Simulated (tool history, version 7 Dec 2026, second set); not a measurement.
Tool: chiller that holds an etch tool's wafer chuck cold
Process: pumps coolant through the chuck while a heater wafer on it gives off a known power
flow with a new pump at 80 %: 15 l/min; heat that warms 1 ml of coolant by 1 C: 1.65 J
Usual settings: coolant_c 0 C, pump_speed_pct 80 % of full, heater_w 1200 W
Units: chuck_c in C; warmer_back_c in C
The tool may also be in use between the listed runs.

Run 1, hour 0: usual settings. Result: chuck_c 10.1 C, warmer_back_c 2.9 C.
Run 2, hour 28.9: usual settings. Result: chuck_c 10.2 C, warmer_back_c 2.94 C.
Run 3, hour 55.8: usual settings. Result: chuck_c 10.3 C, warmer_back_c 2.92 C.
Run 4, hour 73.8: usual settings. Result: chuck_c 10.1 C, warmer_back_c 2.9 C.
Run 5, hour 104.1: usual settings. Result: chuck_c 10.2 C, warmer_back_c 2.95 C.
Run 6, hour 123.4: usual settings but heater_w 725 W. Result: chuck_c 6.1 C, warmer_back_c 1.79 C.
Run 7, hour 141.9: usual settings but heater_w 725 W. Result: chuck_c 6.3 C, warmer_back_c 1.77 C.
Run 8, hour 167.9: usual settings but heater_w 725 W. Result: chuck_c 6.1 C, warmer_back_c 1.86 C.
Run 9, hour 205.5: usual settings but heater_w 725 W. Result: chuck_c 6.3 C, warmer_back_c 1.84 C.
Run 10, hour 229.9: usual settings but heater_w 725 W. Result: chuck_c 6.2 C, warmer_back_c 1.84 C.
Run 11, hour 264.8: usual settings but heater_w 725 W. Result: chuck_c 6.1 C, warmer_back_c 1.87 C.
Run 12, hour 294.9: usual settings but coolant_c 8 C. Result: chuck_c 18.2 C, warmer_back_c 3.01 C.
Run 13, hour 335.1: usual settings but coolant_c -3 C, pump_speed_pct 67 % of full, heater_w 1384 W. Result: chuck_c 10.1 C, warmer_back_c 4.16 C.
Run 14, hour 367.5: usual settings but coolant_c 8 C, heater_w 837 W. Result: chuck_c 15.2 C, warmer_back_c 2.14 C.
Run 15, hour 390.6: usual settings but coolant_c -4 C. Result: chuck_c 6.4 C, warmer_back_c 3.03 C.
Run 16, hour 411.1: usual settings but coolant_c -4 C. Result: chuck_c 6.5 C, warmer_back_c 3.03 C.
Run 17, hour 441.1: usual settings but coolant_c -7 C, pump_speed_pct 88 % of full, heater_w 1232 W. Result: chuck_c 2.8 C, warmer_back_c 2.81 C.
Run 18, hour 481: usual settings but coolant_c 4 C, pump_speed_pct 72 % of full, heater_w 1429 W. Result: chuck_c 17.2 C, warmer_back_c 4.03 C.
Run 19, hour 507.6: usual settings but coolant_c 4 C, pump_speed_pct 72 % of full, heater_w 1429 W. Result: chuck_c 17.1 C, warmer_back_c 4.03 C.
Run 20, hour 526.2: usual settings but coolant_c -2 C, pump_speed_pct 61 % of full, heater_w 1745 W. Result: chuck_c 15.4 C, warmer_back_c 5.84 C.
Run 21, hour 553.7: usual settings but coolant_c -2 C, pump_speed_pct 78 % of full, heater_w 922 W. Result: chuck_c 6 C, warmer_back_c 2.5 C.
Run 22, hour 571.6: usual settings but coolant_c -9 C, pump_speed_pct 61 % of full, heater_w 1346 W. Result: chuck_c 4.5 C, warmer_back_c 4.56 C.
Run 23, hour 596.9: usual settings but coolant_c -9 C, pump_speed_pct 61 % of full, heater_w 1346 W. Result: chuck_c 4.4 C, warmer_back_c 4.59 C.

Forecast each of these 4 alternatives for the next run:
Run A, hour 617.1: usual settings but coolant_c -3 C, pump_speed_pct 68 % of full, heater_w 1550 W. Result: chuck_c ?, warmer_back_c ?.
Run B, hour 617.1: usual settings but coolant_c -9 C, pump_speed_pct 61 % of full, heater_w 683 W. Result: chuck_c ?, warmer_back_c ?.
Run C, hour 617.1: usual settings but coolant_c -9 C, pump_speed_pct 64 % of full, heater_w 1603 W. Result: chuck_c ?, warmer_back_c ?.
Run D, hour 617.1: usual settings but heater_w 1121 W. Result: chuck_c ?, warmer_back_c ?.

run  chuck_c  warmer_back_c
  A     11.5           4.67
  B     -2.1           2.44
  C      6.8           5.17
  D      9.5           2.93
Without the tool's hidden state the same runs would have given:
run  chuck_c  warmer_back_c
  A     11.5           4.48
  B     -2.1           2.24
  C      6.7           4.97
  D      9.5           2.74

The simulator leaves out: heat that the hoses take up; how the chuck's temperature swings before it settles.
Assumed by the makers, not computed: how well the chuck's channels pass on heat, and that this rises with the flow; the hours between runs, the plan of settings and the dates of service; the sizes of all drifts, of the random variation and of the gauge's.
